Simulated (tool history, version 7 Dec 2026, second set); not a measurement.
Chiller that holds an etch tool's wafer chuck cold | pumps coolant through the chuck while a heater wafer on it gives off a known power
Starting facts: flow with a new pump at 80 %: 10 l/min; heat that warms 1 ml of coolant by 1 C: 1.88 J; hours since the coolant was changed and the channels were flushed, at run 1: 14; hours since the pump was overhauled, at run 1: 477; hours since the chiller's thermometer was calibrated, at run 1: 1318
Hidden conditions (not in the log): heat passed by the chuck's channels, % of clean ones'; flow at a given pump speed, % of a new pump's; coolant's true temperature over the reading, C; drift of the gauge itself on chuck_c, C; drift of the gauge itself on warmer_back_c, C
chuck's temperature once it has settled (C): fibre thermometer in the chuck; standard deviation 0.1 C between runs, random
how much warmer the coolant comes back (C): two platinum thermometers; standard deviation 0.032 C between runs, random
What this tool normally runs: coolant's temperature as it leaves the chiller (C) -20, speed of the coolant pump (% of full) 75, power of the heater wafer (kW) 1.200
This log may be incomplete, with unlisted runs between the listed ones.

run     day  coolant's temperature as it leaves the chiller (C)  speed of the coolant pump (% of full)  power of the heater wafer (kW)  hours since the coolant was changed and the channels were flushed  hours since the pump was overhauled  hours since the chiller's thermometer was calibrated  chuck's temperature once it has settled (C)  how much warmer the coolant comes back (C)
  1   0.000                                                 -20                                     75                           1.200                                                                 14                                  477                                                  1318                                         -5.1                                        4.09
  2   0.800                                                 -20                                     75                           1.200                                                                 34                                  496                                                  1337                                         -5.3                                        4.11
  3   1.675                                                 -20                                     75                           1.200                                                                 55                                  517                                                  1358                                         -5.1                                        4.08
  4   2.608                                                 -20                                     75                           1.200                                                                 77                                  540                                                  1381                                         -4.9                                        4.12
  5   3.312                                                 -20                                     75                           1.200                                                                 94                                  556                                                  1398                                         -5.1                                        4.16
  6   3.858                                                 -20                                     75                           1.200                                                                107                                  570                                                  1411                                         -5.0                                        4.16
  7   4.562                                                 -16                                     75                           1.200                                                                124                                  587                                                  1428                                         -1.0                                        4.17
  8   5.333                                                 -16                                     75                           1.200                                                                142                                  605                                                  1446                                         -1.1                                        4.20
  9   6.333                                                 -16                                     75                           1.200                                                                166                                  629                                                  1470                                         -1.0                                        4.23
 10   7.383                                                 -16                                     75                           1.200                                                                192                                  654                                                  1495                                         -1.1                                        4.15
 11   8.279                                                 -16                                     75                           1.200                                                                213                                  676                                                  1517                                         -1.0                                        4.24
 12   8.900                                                 -26                                     75                           1.200                                                                228                                  691                                                  1532                                        -11.1                                        4.19
 13   9.496                                                 -20                                     75                           0.879                                                                242                                  705                                                  1546                                         -8.9                                        3.11
 14  10.254                                                 -20                                     75                           1.200                                                                260                                  723                                                  1564                                         -5.0                                        4.20
 15  10.921                                                 -20                                     75                           1.200                                                                276                                  739                                                  1580                                         -5.1                                        4.28
 16  11.617                                                 -20                                     75                           1.200                                                                293                                  756                                                  1597                                         -5.0                                        4.18
 17  12.162                                                 -20                                     75                           1.200                                                                306                                  769                                                  1610                                         -5.0                                        4.28
 18  13.262                                                 -20                                     75                           1.200                                                                333                                  795                                                  1636                                         -5.1                                        4.22
 19  13.896                                                 -20                                     92                           1.200                                                                348                                  810                                                  1652                                         -7.6                                        3.50
 20  14.554                                                 -28                                     70                           1.687                                                                364                                  826                                                  1668                                         -5.6                                        6.30
 21  15.704                                                 -28                                     70                           1.687                                                                391                                  854                                                  1695                                         -5.7                                        6.33
 22  16.650                                                 -19                                     77                           1.196                                                                414                                  877                                                  1718                                         -4.3                                        4.17
 23  17.254                                                 -17                                     75                           0.676                                                                428                                  891                                                  1732                                         -8.4                                        2.53
 24  18.158                                                 -18                                     75                           1.559                                                                450                                  913                                                  1754                                          1.6                                        5.54
     19.404  -- gauge calibrated
 25  19.404                                                 -19                                     93                           1.487                                                                480                                  943                                                  1784                                         -3.5                                        4.09
 26  20.492                                                 -24                                    100                           1.200                                                                506                                  969                                                  1810                                        -11.9                                        3.12

The next listed run, before its measurement:
 27  21.442                                                 -24                                    100                           1.200                                                                529                                  992                                                  1833                                            ?                                           ?

chuck's temperature once it has settled (C): -12.2
how much warmer the coolant comes back (C): 3.11
If the tool had no hidden condition, the same run with the same run-to-run variation would have returned chuck's temperature once it has settled (C) -12.2, how much warmer the coolant comes back (C) 3.08.

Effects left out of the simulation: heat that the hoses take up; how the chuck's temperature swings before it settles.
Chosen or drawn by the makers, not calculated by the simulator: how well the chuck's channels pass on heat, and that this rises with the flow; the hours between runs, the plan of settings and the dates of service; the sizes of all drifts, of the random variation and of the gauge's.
